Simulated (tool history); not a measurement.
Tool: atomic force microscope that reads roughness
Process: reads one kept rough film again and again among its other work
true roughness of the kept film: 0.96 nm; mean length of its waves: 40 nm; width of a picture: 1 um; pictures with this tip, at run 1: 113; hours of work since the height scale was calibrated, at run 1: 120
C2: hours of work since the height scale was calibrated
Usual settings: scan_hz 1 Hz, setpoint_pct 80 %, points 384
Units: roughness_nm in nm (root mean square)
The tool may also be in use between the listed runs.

Run 1, hour 0: usual settings; pictures with this tip 113; C2 120. Result: roughness_nm 0.837 nm (root mean square).
Run 2, hour 7.5: usual settings but points 939; pictures with this tip 129; C2 126. Result: roughness_nm 0.832 nm (root mean square).
Run 3, hour 12.4: usual settings but setpoint_pct 60 %; pictures with this tip 140; C2 129. Result: roughness_nm 0.874 nm (root mean square).
Run 4, hour 19.1: usual settings but scan_hz 0.65 Hz; pictures with this tip 155; C2 134. Result: roughness_nm 0.841 nm (root mean square).
At hour 25.4: new tip fitted.
Run 5, hour 27.9: usual settings but scan_hz 0.65 Hz; pictures with this tip 5; C2 139. Result: roughness_nm 0.894 nm (root mean square).
Run 6, hour 34.7: usual settings but scan_hz 0.65 Hz; pictures with this tip 20; C2 144. Result: roughness_nm 0.889 nm (root mean square).
Run 7, hour 45.3: usual settings; pictures with this tip 43; C2 151. Result: roughness_nm 0.855 nm (root mean square).
Run 8, hour 53.5: usual settings; pictures with this tip 61; C2 157. Result: roughness_nm 0.85 nm (root mean square).
Run 9, hour 58.2: usual settings but setpoint_pct 67 %; pictures with this tip 72; C2 160. Result: roughness_nm 0.88 nm (root mean square).
Run 10, hour 63.7: usual settings but setpoint_pct 67 %; pictures with this tip 84; C2 164. Result: roughness_nm 0.883 nm (root mean square).
Run 11, hour 70.7: usual settings; pictures with this tip 99; C2 169. Result: roughness_nm 0.839 nm (root mean square).
Run 12, hour 81.4: usual settings; pictures with this tip 123; C2 176. Result: roughness_nm 0.838 nm (root mean square).
Run 13, hour 93: usual settings; pictures with this tip 148; C2 184. Result: roughness_nm 0.823 nm (root mean square).
Run 14, hour 98.6: usual settings but points 625; pictures with this tip 161; C2 188. Result: roughness_nm 0.829 nm (root mean square).
At hour 102.5: new tip fitted.
Run 15, hour 109.8: usual settings but points 625; pictures with this tip 16; C2 195. Result: roughness_nm 0.864 nm (root mean square).
Run 16, hour 120.5: usual settings but setpoint_pct 70 %, points 625; pictures with this tip 40; C2 203. Result: roughness_nm 0.886 nm (root mean square).
Run 17, hour 126.8: usual settings but setpoint_pct 70 %, points 625; pictures with this tip 54; C2 207. Result: roughness_nm 0.884 nm (root mean square).
Run 18, hour 137.9: usual settings but setpoint_pct 62 %; pictures with this tip 78; C2 215. Result: roughness_nm 0.888 nm (root mean square).
Run 19, hour 143.3: usual settings but setpoint_pct 62 %; pictures with this tip 90; C2 218. Result: roughness_nm 0.881 nm (root mean square).
Run 20, hour 152.4: usual settings but scan_hz 2.19 Hz; pictures with this tip 110; C2 225. Result: roughness_nm 0.77 nm (root mean square).
Run 21, hour 159.1: usual settings but scan_hz 2.19 Hz; pictures with this tip 125; C2 229. Result: roughness_nm 0.767 nm (root mean square).
Run 22, hour 165.4: usual settings; pictures with this tip 139; C2 234. Result: roughness_nm 0.832 nm (root mean square).
Run 23, hour 175.6: usual settings; pictures with this tip 161; C2 241. Result: roughness_nm 0.826 nm (root mean square).
At hour 179.1: new tip fitted.
Run 24, hour 185: usual settings; pictures with this tip 13; C2 247. Result: roughness_nm 0.864 nm (root mean square).
Run 25, hour 191.7: usual settings; pictures with this tip 27; C2 251. Result: roughness_nm 0.865 nm (root mean square).
Run 26, hour 198.1: usual settings but scan_hz 0.51 Hz, setpoint_pct 67 %; pictures with this tip 42; C2 256. Result: roughness_nm 0.903 nm (root mean square).
Run 27, hour 205.5: usual settings but scan_hz 0.51 Hz, setpoint_pct 67 %; pictures with this tip 58; C2 261. Result: roughness_nm 0.9 nm (root mean square).
Run 28, hour 214.7: usual settings but scan_hz 1.08 Hz, setpoint_pct 61 %, points 281; pictures with this tip 78; C2 267. Result: roughness_nm 0.886 nm (root mean square).
Run 29, hour 224.6: usual settings but scan_hz 2.4 Hz, setpoint_pct 71 %, points 481; pictures with this tip 100; C2 274. Result: roughness_nm 0.813 nm (root mean square).
Run 30, hour 233.9: usual settings but scan_hz 3.95 Hz, setpoint_pct 66 %, points 345; pictures with this tip 120; C2 280. Result: roughness_nm 0.783 nm (root mean square).
Run 31, hour 242.1: usual settings but scan_hz 1.2 Hz, setpoint_pct 83 %, points 544; pictures with this tip 138; C2 286. Result: roughness_nm 0.807 nm (root mean square).
Run 32, hour 252.9: usual settings but scan_hz 1.2 Hz, setpoint_pct 78 %, points 274; pictures with this tip 162; C2 294. Result: roughness_nm 0.817 nm (root mean square).
At hour 254.9: height scale calibrated on a step standard.
At hour 257.3: new tip fitted.
Run 33, hour 264.2: usual settings but scan_hz 1.2 Hz, setpoint_pct 88 %, points 546; pictures with this tip 16; C2 6. Result: roughness_nm 0.817 nm (root mean square).
Run 34, hour 269.2: usual settings but scan_hz 1.2 Hz, setpoint_pct 88 %, points 546; pictures with this tip 27; C2 10. Result: roughness_nm 0.81 nm (root mean square).
Run 35, hour 279: usual settings but scan_hz 3.41 Hz, setpoint_pct 88 %, points 546; pictures with this tip 48; C2 16. Result: roughness_nm 0.654 nm (root mean square).
Run 36, hour 285: usual settings but scan_hz 0.62 Hz, setpoint_pct 64 %, points 606; pictures with this tip 61; C2 20. Result: roughness_nm 0.901 nm (root mean square).
Run 37, hour 293: usual settings but scan_hz 0.75 Hz, points 307; pictures with this tip 79; C2 26. Result: roughness_nm 0.859 nm (root mean square).
Run 38, hour 304.2: usual settings but scan_hz 1.45 Hz, setpoint_pct 58 %, points 375; pictures with this tip 104; C2 34. Result: roughness_nm 0.88 nm (root mean square).
Run 39, hour 312.8: usual settings but scan_hz 1.45 Hz, setpoint_pct 58 %, points 375; pictures with this tip 122; C2 40. Result: roughness_nm 0.868 nm (root mean square).
At hour 319.2: height scale calibrated on a step standard, once more.
Run 40, hour 321.2: usual settings but scan_hz 1.45 Hz, setpoint_pct 58 %, points 375; pictures with this tip 139; C2 1. Result: roughness_nm 0.865 nm (root mean square).
Run 41, hour 331.6: usual settings but scan_hz 1.45 Hz, setpoint_pct 58 %, points 375; pictures with this tip 162; C2 9. Result: roughness_nm 0.864 nm (root mean square).
At hour 335.4: new tip fitted.
Run 42, hour 342.3: usual settings but scan_hz 1.06 Hz, setpoint_pct 79 %, points 441; pictures with this tip 15; C2 16. Result: roughness_nm 0.871 nm (root mean square).
Run 43, hour 353.2: usual settings but scan_hz 3.9 Hz, setpoint_pct 88 %, points 329; pictures with this tip 39; C2 23. Result: roughness_nm 0.637 nm (root mean square).
Run 44, hour 364.6: usual settings but scan_hz 2.31 Hz, points 782; pictures with this tip 64; C2 31. Result: roughness_nm 0.78 nm (root mean square).
Run 45, hour 370.3: usual settings but scan_hz 0.55 Hz, setpoint_pct 85 %, points 363; pictures with this tip 77; C2 35. Result: roughness_nm 0.874 nm (root mean square).
Run 46, hour 379.7: usual settings but scan_hz 3.38 Hz, setpoint_pct 85 %, points 477; pictures with this tip 97; C2 41. Result: roughness_nm 0.68 nm (root mean square).
Run 47, hour 384.4: usual settings but scan_hz 0.54 Hz, setpoint_pct 68 %; pictures with this tip 108; C2 45. Result: roughness_nm 0.891 nm (root mean square).
Run 48, hour 390.8: usual settings but scan_hz 0.54 Hz, setpoint_pct 68 %; pictures with this tip 122; C2 49. Result: roughness_nm 0.88 nm (root mean square).
Run 49, hour 397.9: usual settings but scan_hz 1.37 Hz, setpoint_pct 57 %, points 782; pictures with this tip 137; C2 54. Result: roughness_nm 0.88 nm (root mean square).

Forecast each of these 5 alternatives for the next run:
Run A, hour 407.4: usual settings but scan_hz 2.1 Hz; pictures with this tip 158; C2 60. Result: roughness_nm ?.
Run B, hour 407.4: usual settings but scan_hz 2.26 Hz; pictures with this tip 158; C2 60. Result: roughness_nm ?.
Run C, hour 407.4: usual settings but scan_hz 3.82 Hz, setpoint_pct 75 %, points 761; pictures with this tip 158; C2 60. Result: roughness_nm ?.
Run D, hour 407.4: usual settings but scan_hz 1.2 Hz, setpoint_pct 89 %, points 416; pictures with this tip 158; C2 60. Result: roughness_nm ?.
Run E, hour 407.4: usual settings but scan_hz 0.6 Hz, setpoint_pct 84 %, points 782; pictures with this tip 158; C2 60. Result: roughness_nm ?.

run  roughness_nm
  A         0.762
  B         0.762
  C         0.723
  D          0.78
  E         0.846
Without the tool's hidden state the same runs would have given:
run  roughness_nm
  A         0.802
  B         0.802
  C         0.761
  D         0.821
  E          0.89
